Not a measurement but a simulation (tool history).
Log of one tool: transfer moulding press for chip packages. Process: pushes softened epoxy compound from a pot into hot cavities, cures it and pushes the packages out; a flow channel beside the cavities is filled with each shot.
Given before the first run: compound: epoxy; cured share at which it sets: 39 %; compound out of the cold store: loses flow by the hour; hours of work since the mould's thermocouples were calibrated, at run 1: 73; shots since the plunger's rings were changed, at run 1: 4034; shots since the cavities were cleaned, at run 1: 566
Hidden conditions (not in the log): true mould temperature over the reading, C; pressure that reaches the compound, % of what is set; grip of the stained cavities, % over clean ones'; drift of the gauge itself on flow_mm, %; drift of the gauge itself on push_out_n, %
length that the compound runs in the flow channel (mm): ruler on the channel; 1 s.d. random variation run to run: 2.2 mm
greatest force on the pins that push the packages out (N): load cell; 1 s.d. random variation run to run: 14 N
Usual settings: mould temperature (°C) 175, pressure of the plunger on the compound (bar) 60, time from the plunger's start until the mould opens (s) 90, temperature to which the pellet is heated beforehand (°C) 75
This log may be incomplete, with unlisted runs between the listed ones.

run,hour,mould temperature (°C),pressure of the plunger on the compound (bar),time from the plunger's start until the mould opens (s),temperature to which the pellet is heated beforehand (°C),hours of work since the mould's thermocouples were calibrated,shots since the plunger's rings were changed,shots since the cavities were cleaned,incoming compound's hours out of the cold store,length that the compound runs in the flow channel (mm),greatest force on the pins that push the packages out (N)
1,0.0,175,60,90,75,73,4034,566,25.8,530,1048
# hour 9.6: cavities cleaned with cleaning compound and waxed
2,9.6,175,60,94,75,76,4111,1,11.8,548,1116
3,19.0,175,60,90,75,81,4199,89,18.5,542,1279
4,33.1,175,60,90,75,87,4334,224,30.0,528,1226
5,47.3,175,60,90,75,94,4468,358,21.8,531,1246
6,54.1,175,60,90,75,97,4532,422,22.1,534,1297
# hour 59.3: cavities cleaned with cleaning compound and waxed, once more
7,67.3,175,60,90,75,102,4642,75,25.2,532,750
8,74.2,175,60,90,75,105,4709,142,18.9,538,835
9,80.4,175,60,90,75,108,4767,200,27.5,526,866
10,90.0,175,60,90,83,112,4858,291,24.8,527,879
11,102.2,175,60,90,75,118,4974,407,47.2,502,996
12,108.8,175,60,90,75,121,5036,469,29.6,522,992
13,115.7,171,48,92,76,124,5102,535,44.3,461,1328
# hour 128.1: cavities cleaned with cleaning compound and waxed
14,131.3,168,60,83,75,131,5235,30,20.0,552,1369

Run 15 is up next; what results do you expect?
15,141.5,168,60,83,75,135,5331,126,11.0,?,?

Run 15 measured length that the compound runs in the flow channel (mm) 556, greatest force on the pins that push the packages out (N) 1577.
On a tool with no hidden condition, and with the same random variation, this run would have come out at length that the compound runs in the flow channel (mm) 602, greatest force on the pins that push the packages out (N) 1286.
